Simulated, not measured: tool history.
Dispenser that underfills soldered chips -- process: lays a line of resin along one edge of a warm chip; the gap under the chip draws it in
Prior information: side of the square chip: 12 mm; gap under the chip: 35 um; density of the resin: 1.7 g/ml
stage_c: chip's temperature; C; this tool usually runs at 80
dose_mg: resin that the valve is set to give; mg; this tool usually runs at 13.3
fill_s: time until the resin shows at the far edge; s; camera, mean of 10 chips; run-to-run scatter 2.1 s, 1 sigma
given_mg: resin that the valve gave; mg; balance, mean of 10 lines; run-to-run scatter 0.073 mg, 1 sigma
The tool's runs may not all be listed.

run	hour	stage_c	dose_mg	fill_s	given_mg
1	0.0	80	13.3	196.5	13.22
2	8.6	80	13.3	246.0	13.04
3	21.5	80	13.3	255.1	12.98
4	32.9	80	13.3	246.5	12.91
5	42.9	80	13.3	244.0	12.91
6	53.7	83	15.9	213.0	15.21
7	64.1	83	15.9	211.3	15.11
8	77.1	93	13.3	168.4	12.68
9	83.8	85	13.3	179.0	12.68
10	97.1	82	12.5	202.8	12.48

Put back what was entered between runs (9 entries, withheld): which listed runs does each sit between, and how does the hidden state differ from the listed run before to the listed run after?
In the gap between runs 2 and 3: new syringe of resin (hour 11.0)
  resin's viscosity, % of fresh resin's: 132 -> 133.9; dose that the valve gives, % of what is set: 98.46 -> 97.73; true chip temperature over the reading, C: 2.29 -> 2.34
  measured less the result without the state, fill_s: +47.0 -> +51.4 s; given_mg: -0.20 -> -0.30 mg
In the gap between runs 3 and 4: new syringe of resin (hour 23.1)
  resin's viscosity, % of fresh resin's: 133.9 -> 131; dose that the valve gives, % of what is set: 97.73 -> 97.17; true chip temperature over the reading, C: 2.34 -> 2.38
  measured less the result without the state, fill_s: +51.4 -> +45.3 s; given_mg: -0.30 -> -0.37 mg
In the gap between runs 4 and 5: new syringe of resin (hour 34.4)
  resin's viscosity, % of fresh resin's: 131 -> 126.6; dose that the valve gives, % of what is set: 97.17 -> 96.68; true chip temperature over the reading, C: 2.38 -> 2.42
  measured less the result without the state, fill_s: +45.3 -> +38.0 s; given_mg: -0.37 -> -0.44 mg
In the gap between runs 5 and 6: new syringe of resin (hour 45.6)
  resin's viscosity, % of fresh resin's: 126.6 -> 125; dose that the valve gives, % of what is set: 96.68 -> 96.13; true chip temperature over the reading, C: 2.42 -> 2.46
  measured less the result without the state, fill_s: +38.0 -> +30.3 s; given_mg: -0.44 -> -0.62 mg
In the gap between runs 6 and 7: new syringe of resin (hour 57.2)
  resin's viscosity, % of fresh resin's: 125 -> 123.2; dose that the valve gives, % of what is set: 96.13 -> 95.6; true chip temperature over the reading, C: 2.46 -> 2.5
  measured less the result without the state, fill_s: +30.3 -> +27.2 s; given_mg: -0.62 -> -0.69 mg
In the gap between runs 7 and 8: new syringe of resin (hour 68.8)
  resin's viscosity, % of fresh resin's: 123.2 -> 127.9; dose that the valve gives, % of what is set: 95.6 -> 94.95; true chip temperature over the reading, C: 2.5 -> 2.55
  measured less the result without the state, fill_s: +27.2 -> +28.2 s; given_mg: -0.69 -> -0.68 mg
In the gap between runs 8 and 9: new syringe of resin (hour 80.7)
  resin's viscosity, % of fresh resin's: 127.9 -> 109.6; dose that the valve gives, % of what is set: 94.95 -> 94.66; true chip temperature over the reading, C: 2.55 -> 2.58
  measured less the result without the state, fill_s: +28.2 -> +4.5 s; given_mg: -0.68 -> -0.71 mg
In the gap between runs 9 and 10: dispensing valve cleaned and set on the balance (hour 92.0); new syringe of resin (hour 93.2)
  resin's viscosity, % of fresh resin's: 109.6 -> 112.3; dose that the valve gives, % of what is set: 94.66 -> 99.43; true chip temperature over the reading, C: 2.58 -> 2.62
  measured less the result without the state, fill_s: +4.5 -> +8.0 s; given_mg: -0.71 -> -0.07 mg
